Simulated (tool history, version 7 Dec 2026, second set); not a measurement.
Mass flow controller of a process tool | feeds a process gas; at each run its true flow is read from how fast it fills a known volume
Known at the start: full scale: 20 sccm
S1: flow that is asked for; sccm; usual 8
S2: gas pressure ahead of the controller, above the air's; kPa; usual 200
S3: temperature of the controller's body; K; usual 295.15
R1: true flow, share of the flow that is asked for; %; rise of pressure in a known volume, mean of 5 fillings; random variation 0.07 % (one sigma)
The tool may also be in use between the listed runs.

run 1 hour=0.0 | S1=8 S2=200 S3=295.15 | R1=97.93
run 2 hour=137.6 | S1=8 S2=200 S3=295.15 | R1=97.96
run 3 hour=243.0 | S1=8 S2=200 S3=295.15 | R1=97.99
run 4 hour=390.8 | S1=8 S2=200 S3=295.15 | R1=98.00
run 5 hour=512.3 | S1=8 S2=200 S3=295.15 | R1=98.04
run 6 hour=590.5 | S1=8 S2=200 S3=295.15 | R1=97.91
run 7 hour=735.0 | S1=8 S2=200 S3=295.15 | R1=97.79
run 8 hour=876.9 | S1=8 S2=200 S3=295.15 | R1=98.00
run 9 hour=990.3 | S1=6 S2=233 S3=295.15 | R1=97.92
run 10 hour=1097.3 | S1=8 S2=200 S3=296.15 | R1=98.03
run 11 hour=1219.8 | S1=7 S2=197 S3=302.15 | R1=98.14
run 12 hour=1369.9 | S1=7 S2=197 S3=302.15 | R1=98.18
run 13 hour=1473.7 | S1=7 S2=197 S3=302.15 | R1=98.28
run 14 hour=1546.2 | S1=4 S2=272 S3=301.15 | R1=98.24

Forecast each of these 3 alternatives for the next run:
run A hour=1699.1 | S1=8 S2=148 S3=302.15 | R1=?
run B hour=1699.1 | S1=2 S2=255 S3=301.15 | R1=?
run C hour=1699.1 | S1=10 S2=229 S3=295.15 | R1=?

run=A R1=97.96
run=B R1=97.67
run=C R1=98.40
Without the tool's hidden state the same runs would have given:
run=A R1=97.93
run=B R1=97.71
run=C R1=98.37

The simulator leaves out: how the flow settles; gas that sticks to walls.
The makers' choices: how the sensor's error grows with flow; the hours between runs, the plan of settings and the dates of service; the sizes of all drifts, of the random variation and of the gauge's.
